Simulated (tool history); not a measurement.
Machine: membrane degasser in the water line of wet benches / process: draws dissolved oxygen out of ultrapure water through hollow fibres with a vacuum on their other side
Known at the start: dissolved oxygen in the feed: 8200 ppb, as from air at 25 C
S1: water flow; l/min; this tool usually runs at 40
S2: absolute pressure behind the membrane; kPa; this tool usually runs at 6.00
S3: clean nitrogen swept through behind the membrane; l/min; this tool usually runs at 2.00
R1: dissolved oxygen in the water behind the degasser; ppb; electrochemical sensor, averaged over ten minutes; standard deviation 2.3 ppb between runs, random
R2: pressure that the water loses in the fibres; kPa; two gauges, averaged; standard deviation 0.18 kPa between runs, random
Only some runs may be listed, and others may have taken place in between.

{"run": 1, "hour": 0.0, "S1": 40, "S2": 6.0, "S3": 2.0, "R1": 251.2, "R2": 33.97}
{"run": 2, "hour": 21.7, "S1": 40, "S2": 6.0, "S3": 2.0, "R1": 252.2, "R2": 34.17}
{"run": 3, "hour": 49.1, "S1": 40, "S2": 6.0, "S3": 2.0, "R1": 247.9, "R2": 33.96}
{"run": 4, "hour": 89.1, "S1": 40, "S2": 6.0, "S3": 2.0, "R1": 248.9, "R2": 34.22}
{"run": 5, "hour": 121.1, "S1": 40, "S2": 6.0, "S3": 2.0, "R1": 249.0, "R2": 34.18}
{"run": 6, "hour": 164.1, "S1": 40, "S2": 6.0, "S3": 2.0, "R1": 248.1, "R2": 34.45}
{"run": 7, "hour": 207.2, "S1": 40, "S2": 6.0, "S3": 2.0, "R1": 247.3, "R2": 34.02}
{"run": 8, "hour": 257.6, "S1": 40, "S2": 6.0, "S3": 2.0, "R1": 248.3, "R2": 33.87}
{"run": 9, "hour": 281.4, "S1": 41, "S2": 6.0, "S3": 2.0, "R1": 258.5, "R2": 34.95}
{"run": 10, "hour": 307.3, "S1": 40, "S2": 9.52, "S3": 2.0, "R1": 398.7, "R2": 33.93}
{"run": 11, "hour": 357.6, "S1": 40, "S2": 9.52, "S3": 2.0, "R1": 395.3, "R2": 34.19}
{"run": 12, "hour": 383.2, "S1": 29, "S2": 6.0, "S3": 2.0, "R1": 149.6, "R2": 24.86}
{"run": 13, "hour": 414.0, "S1": 29, "S2": 6.0, "S3": 2.0, "R1": 150.7, "R2": 24.86}
{"run": 14, "hour": 436.7, "S1": 40, "S2": 6.5, "S3": 1.26, "R1": 346.2, "R2": 34.13}
{"run": 15, "hour": 474.4, "S1": 40, "S2": 5.39, "S3": 4.87, "R1": 165.8, "R2": 34.12}
{"run": 16, "hour": 509.9, "S1": 40, "S2": 5.16, "S3": 4.87, "R1": 161.2, "R2": 34.22}
{"run": 17, "hour": 562.9, "S1": 40, "S2": 6.0, "S3": 1.87, "R1": 257.5, "R2": 34.46}
{"run": 18, "hour": 615.9, "S1": 40, "S2": 6.0, "S3": 1.87, "R1": 261.2, "R2": 34.29}
{"run": 19, "hour": 644.2, "S1": 32, "S2": 3.9, "S3": 1.87, "R1": 106.3, "R2": 27.04}
{"run": 20, "hour": 687.6, "S1": 33, "S2": 4.91, "S3": 0.84, "R1": 227.3, "R2": 28.0}
{"hour": 736.3, "done": "seals of the vacuum lines changed"}
{"run": 21, "hour": 743.1, "S1": 40, "S2": 7.27, "S3": 5.27, "R1": 195.0, "R2": 34.39}
{"run": 22, "hour": 767.9, "S1": 40, "S2": 7.27, "S3": 5.27, "R1": 194.4, "R2": 34.49}
{"run": 23, "hour": 820.2, "S1": 48, "S2": 6.0, "S3": 5.78, "R1": 240.4, "R2": 41.14}
{"run": 24, "hour": 844.9, "S1": 34, "S2": 6.0, "S3": 2.0, "R1": 195.6, "R2": 29.01}

Branching from run 24: 4 alternative next runs. What would each branch give?
{"run": "A", "hour": 872.1, "S1": 40, "S2": 6.0, "S3": 5.73, "R1": "?", "R2": "?"}
{"run": "B", "hour": 872.1, "S1": 40, "S2": 9.01, "S3": 2.0, "R1": "?", "R2": "?"}
{"run": "C", "hour": 872.1, "S1": 55, "S2": 13.41, "S3": 1.32, "R1": "?", "R2": "?"}
{"run": "D", "hour": 872.1, "S1": 54, "S2": 6.75, "S3": 3.53, "R1": "?", "R2": "?"}

run=A R1=169.6 R2=34.28
run=B R1=381.7 R2=34.17
run=C R1=1015.3 R2=47.20
run=D R1=358.6 R2=46.29
Had the tool no hidden state, the same runs would have come out as:
run=A R1=156.6 R2=33.74
run=B R1=360.7 R2=33.64
run=C R1=981.9 R2=46.46
run=D R1=335.5 R2=45.56

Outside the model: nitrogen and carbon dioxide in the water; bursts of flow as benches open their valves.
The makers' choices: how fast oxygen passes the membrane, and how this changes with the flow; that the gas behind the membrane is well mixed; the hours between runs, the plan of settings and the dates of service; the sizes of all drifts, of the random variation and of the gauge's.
